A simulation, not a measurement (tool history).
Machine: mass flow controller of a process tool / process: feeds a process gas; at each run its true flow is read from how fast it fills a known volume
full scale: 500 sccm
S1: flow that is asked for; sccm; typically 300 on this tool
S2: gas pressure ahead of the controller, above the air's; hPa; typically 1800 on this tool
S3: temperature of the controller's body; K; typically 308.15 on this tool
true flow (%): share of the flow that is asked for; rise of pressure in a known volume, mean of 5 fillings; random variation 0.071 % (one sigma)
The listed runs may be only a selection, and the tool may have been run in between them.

Run 1, day 0: usual settings. Result: true flow (%) 97.4.
Run 2, day 6.067: usual settings. Result: true flow (%) 97.11.
Run 3, day 10.221: usual settings. Result: true flow (%) 97.19.
Run 4, day 16.933: usual settings. Result: true flow (%) 97.11.
Run 5, day 23.558: usual settings. Result: true flow (%) 97.55.
Run 6, day 30.896: usual settings. Result: true flow (%) 97.42.
Run 7, day 37.6: usual settings. Result: true flow (%) 97.5.
Run 8, day 44.208: usual settings. Result: true flow (%) 97.41.
Run 9, day 50.871: usual settings. Result: true flow (%) 97.41.
Run 10, day 55.858: usual settings. Result: true flow (%) 99.49.
Run 11, day 61.429: usual settings but S3 310.15 K. Result: true flow (%) 99.66.
Run 12, day 66.533: usual settings but S1 160 sccm. Result: true flow (%) 98.63.
Run 13, day 72.075: usual settings but S1 160 sccm. Result: true flow (%) 98.69.
Run 14, day 76.192: usual settings but S1 160 sccm. Result: true flow (%) 98.61.
Run 15, day 80.521: usual settings but S3 294.15 K. Result: true flow (%) 98.63.
Run 16, day 86.321: usual settings but S3 294.15 K. Result: true flow (%) 98.42.
Run 17, day 92.896: usual settings but S1 90 sccm, S2 2130 hPa. Result: true flow (%) 97.92.
Run 18, day 97.554: usual settings but S1 177 sccm, S2 2100 hPa. Result: true flow (%) 98.36.
Run 19, day 104.408: usual settings but S1 154 sccm, S2 2100 hPa, S3 311.15 K. Result: true flow (%) 98.29.
Run 20, day 108.704: usual settings but S1 423 sccm, S2 2100 hPa, S3 293.15 K. Result: true flow (%) 98.76.
Run 21, day 114.396: usual settings but S2 1520 hPa. Result: true flow (%) 98.92.
Run 22, day 118.112: usual settings but S2 1520 hPa. Result: true flow (%) 99.
Run 23, day 123.912: usual settings but S1 151 sccm, S2 2370 hPa, S3 312.15 K. Result: true flow (%) 98.12.
Run 24, day 128.142: usual settings but S2 1540 hPa, S3 300.15 K. Result: true flow (%) 98.53.
Run 25, day 131.308: usual settings but S1 147 sccm, S2 2630 hPa, S3 307.15 K. Result: true flow (%) 97.7.
Run 26, day 138.412: usual settings but S1 63 sccm, S2 2220 hPa, S3 303.15 K. Result: true flow (%) 96.35.
Run 27, day 143.338: usual settings but S1 72 sccm, S2 2080 hPa, S3 301.15 K. Result: true flow (%) 96.54.
Run 28, day 150.888: usual settings but S1 72 sccm, S2 2080 hPa, S3 298.15 K. Result: true flow (%) 96.18.
Run 29, day 154.529: usual settings but S1 72 sccm, S2 2080 hPa, S3 298.15 K. Result: true flow (%) 96.2.
Run 30, day 159.117: usual settings but S1 72 sccm, S2 2080 hPa, S3 298.15 K. Result: true flow (%) 96.23.
Run 31, day 165.362: usual settings but S1 232 sccm, S2 2150 hPa, S3 309.15 K. Result: true flow (%) 98.05.

Missing from the log above: 2 entries noted between runs. For each, name the pair of listed runs it sits between and say how the tool's hidden condition differs from the listed run just before to the listed run just after:
Logged between run 4 and run 5: controller's zero set anew (day 17.512)
  flow at rest that the sensor doesn't see, % of full scale: -0.309 -> -0.034; true flow over the shown one, %: -1.85 -> -1.9
  the result without the hidden state subtracted from the measured one, true flow (%): -2.37 -> -1.95
Logged between run 9 and run 10: controller exchanged for a calibrated one (day 51.879)
  flow at rest that the sensor doesn't see, % of full scale: -0.071 -> -0.021; true flow over the shown one, %: -2.11 -> -0.04
  the result without the hidden state subtracted from the measured one, true flow (%): -2.22 -> -0.07
